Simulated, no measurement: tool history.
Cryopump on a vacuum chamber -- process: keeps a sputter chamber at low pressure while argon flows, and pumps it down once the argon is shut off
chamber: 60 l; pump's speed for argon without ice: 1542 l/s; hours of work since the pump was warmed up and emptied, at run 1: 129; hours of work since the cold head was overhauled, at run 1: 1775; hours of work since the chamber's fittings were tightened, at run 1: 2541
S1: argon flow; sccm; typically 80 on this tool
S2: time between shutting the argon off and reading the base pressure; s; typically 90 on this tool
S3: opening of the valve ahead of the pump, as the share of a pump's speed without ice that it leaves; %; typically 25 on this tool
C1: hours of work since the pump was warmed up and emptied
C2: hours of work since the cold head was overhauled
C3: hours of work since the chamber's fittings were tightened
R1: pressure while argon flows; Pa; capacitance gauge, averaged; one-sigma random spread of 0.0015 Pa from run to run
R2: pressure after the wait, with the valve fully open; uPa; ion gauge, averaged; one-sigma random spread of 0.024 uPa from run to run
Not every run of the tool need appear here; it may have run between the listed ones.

run,day,S1,S2,S3,C1,C2,C3,R1,R2
1,0.000,80,90,25,129,1775,2541,0.3571,1.67
2,3.583,80,90,25,179,1825,2591,0.3590,1.78
3,7.308,80,90,25,230,1876,2642,0.3618,1.76
4,10.146,80,90,25,269,1915,2681,0.3634,1.80
5,13.154,80,90,25,310,1956,2722,0.3658,1.84
6,16.500,80,90,25,356,2002,2768,0.3690,1.84
7,18.725,80,90,25,387,2033,2799,0.3703,1.92
8,21.458,80,90,25,424,2070,2836,0.3712,2.00
9,26.075,80,90,25,488,2134,2900,0.3775,2.05
# day 27.962: pump warmed up, emptied and cooled again
10,30.233,80,90,25,31,2188,2954,0.3521,1.75
11,32.996,80,90,25,69,2226,2992,0.3549,1.82
12,35.229,80,90,25,100,2257,3023,0.3568,1.78
13,39.446,80,90,25,158,2315,3081,0.3588,1.89
# day 42.792: leaking fittings of the chamber tightened, without venting
14,42.792,80,90,25,203,2360,0,0.3626,0.87
15,46.071,80,90,25,248,2405,45,0.3636,0.87
16,50.179,80,90,25,304,2461,102,0.3678,0.92
17,52.312,80,90,25,334,2491,131,0.3684,0.93
18,56.700,71,228,22,394,2551,191,0.3712,0.55
19,59.796,71,228,22,437,2593,234,0.3779,0.61
20,63.717,71,228,22,490,2647,288,0.3817,0.59

Estimate the outcome of run 21 from the log above:
# day 65.112: pump warmed up, emptied and cooled again
21,66.312,71,228,22,16,2680,321,?,?

Run 21 gave R1 0.3553 Pa, R2 0.57 uPa.
On a tool with no hidden condition, and with the same random variation, this run would have come out at R1 0.3531 Pa, R2 0.45 uPa.
